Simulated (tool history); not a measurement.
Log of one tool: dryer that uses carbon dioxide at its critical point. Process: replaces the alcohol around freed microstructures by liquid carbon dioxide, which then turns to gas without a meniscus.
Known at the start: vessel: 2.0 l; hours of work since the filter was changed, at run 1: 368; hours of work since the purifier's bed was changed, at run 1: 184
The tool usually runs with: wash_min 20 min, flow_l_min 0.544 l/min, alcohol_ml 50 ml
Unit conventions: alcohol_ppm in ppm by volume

run,day,wash_min,flow_l_min,alcohol_ml,hours of work since the filter was changed,hours of work since the purifier's bed was changed,alcohol_ppm
1,0.000,20,0.544,50,368,184,289
2,0.946,20,0.544,50,379,195,287
3,1.900,21,0.544,50,391,206,227
4,2.333,20,0.544,50,396,212,288
5,2.871,31,0.544,50,402,218,45
6,3.892,31,0.544,50,415,230,37
7,4.546,31,0.544,46,422,238,41
8,5.133,31,0.544,46,430,245,46
9,6.012,31,0.544,46,440,256,36
10,7.017,31,0.544,46,452,268,42
# day 7.475: inlet filter changed
11,7.575,20,0.544,50,1,274,148
12,8.462,20,0.544,50,12,284,160
13,9.446,20,0.544,50,24,296,155
14,10.225,20,0.544,50,33,305,173
15,11.142,20,0.544,50,44,316,155
16,11.971,13,0.541,36,54,326,697
17,12.500,18,0.690,23,60,333,46
18,13.275,14,0.481,91,69,342,1952
19,14.179,14,0.481,91,80,353,1942
20,15.212,26,0.518,24,93,365,47
21,15.775,26,0.518,24,99,372,53
22,16.338,26,0.518,24,106,378,45
23,17.308,12,0.518,110,118,390,3159
24,18.192,22,0.389,25,128,401,275
25,18.796,17,0.544,50,135,408,381
26,19.600,20,0.347,50,145,417,1107
27,20.104,20,0.578,76,151,424,223
28,20.992,16,0.339,58,162,434,2586
29,21.733,16,0.339,58,170,443,2507

Alternative continuations, all from the tool just after run 29; predict every row:
A,22.654,16,0.410,37,181,454,?
B,22.654,16,0.339,45,181,454,?
C,22.654,19,0.544,83,181,454,?
D,22.654,21,0.328,92,181,454,?

run,alcohol_ppm
A,996
B,2047
C,436
D,2145
Had the tool no hidden state, the same runs would have come out as:
run,alcohol_ppm
A,792
B,1708
C,302
D,1714

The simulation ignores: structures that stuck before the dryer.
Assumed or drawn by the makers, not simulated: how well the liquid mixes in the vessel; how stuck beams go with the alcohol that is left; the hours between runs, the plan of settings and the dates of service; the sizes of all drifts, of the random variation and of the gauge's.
